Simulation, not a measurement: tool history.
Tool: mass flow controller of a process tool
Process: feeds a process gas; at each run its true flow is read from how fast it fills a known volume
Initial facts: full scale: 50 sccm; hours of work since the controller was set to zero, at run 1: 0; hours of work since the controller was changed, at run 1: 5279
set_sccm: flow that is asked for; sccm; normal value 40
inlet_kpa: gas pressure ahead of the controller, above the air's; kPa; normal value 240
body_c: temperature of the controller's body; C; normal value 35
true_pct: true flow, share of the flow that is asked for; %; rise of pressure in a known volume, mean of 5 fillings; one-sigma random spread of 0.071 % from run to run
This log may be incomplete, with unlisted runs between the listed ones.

| run | day | set_sccm | inlet_kpa | body_c | hours of work since the controller was set to zero | hours of work since the controller was changed | true_pct |
|---|---|---|---|---|---|---|---|
| 1 | 0.000 | 40 | 240 | 35 | 0 | 5279 | 97.03 |
| 2 | 9.700 | 40 | 251 | 35 | 104 | 5382 | 97.10 |
| 3 | 20.850 | 40 | 251 | 35 | 223 | 5501 | 96.95 |
| 4 | 30.442 | 40 | 251 | 35 | 325 | 5604 | 96.92 |
| 5 | 41.858 | 40 | 251 | 35 | 447 | 5726 | 96.79 |
| 6 | 53.375 | 13 | 251 | 35 | 570 | 5849 | 94.80 |
| 7 | 65.183 | 13 | 251 | 35 | 696 | 5975 | 94.42 |
| 8 | 76.492 | 13 | 251 | 35 | 817 | 6096 | 94.36 |
| 9 | 85.850 | 40 | 240 | 35 | 917 | 6196 | 96.35 |
| 10 | 96.550 | 40 | 240 | 35 | 1031 | 6310 | 96.30 |
| 11 | 107.017 | 40 | 240 | 35 | 1143 | 6422 | 96.17 |
| 12 | 116.167 | 40 | 240 | 35 | 1241 | 6520 | 96.15 |
| 13 | 126.725 | 40 | 240 | 35 | 1354 | 6632 | 95.95 |
| 14 | 133.767 | 8 | 240 | 35 | 1429 | 6708 | 92.40 |
| 15 | 144.267 | 8 | 240 | 35 | 1541 | 6820 | 92.19 |
| 16 | 150.942 | 12 | 240 | 35 | 1613 | 6891 | 93.04 |
| 17 | 156.429 | 12 | 240 | 35 | 1671 | 6950 | 93.17 |
| 18 | 163.025 | 40 | 197 | 35 | 1742 | 7020 | 95.55 |
| 19 | 168.267 | 40 | 197 | 35 | 1798 | 7076 | 95.52 |
| 20 | 174.792 | 40 | 197 | 35 | 1867 | 7146 | 95.49 |
| 21 | 181.375 | 40 | 197 | 35 | 1938 | 7216 | 95.32 |
| 22 | 190.725 | 40 | 240 | 39 | 2038 | 7316 | 95.53 |
| 23 | 197.579 | 40 | 240 | 39 | 2111 | 7389 | 95.54 |
| 24 | 203.738 | 40 | 240 | 35 | 2177 | 7455 | 95.44 |
| 25 | 210.900 | 40 | 240 | 35 | 2253 | 7532 | 95.22 |
| 26 | 218.842 | 40 | 240 | 35 | 2338 | 7616 | 95.24 |
| 27 | 229.404 | 40 | 240 | 35 | 2451 | 7729 | 95.06 |
|  | 230.408 | controller's zero set anew |
| 28 | 236.325 | 9 | 240 | 35 | 63 | 7803 | 89.65 |
| 29 | 247.629 | 9 | 240 | 35 | 184 | 7924 | 89.43 |
| 30 | 254.500 | 11 | 277 | 21 | 257 | 7997 | 90.08 |
|  | 258.104 | controller's zero set anew, once more |
| 31 | 262.904 | 23 | 200 | 21 | 51 | 8087 | 94.07 |
| 32 | 273.692 | 23 | 200 | 21 | 166 | 8202 | 94.04 |

What does the tool deliver on the next run?
| 33 | 282.404 | 36 | 200 | 23 | 260 | 8295 | ? |

true_pct: 94.78 %
Had the tool carried no hidden state, the very same run would have given true_pct 99.07 %.
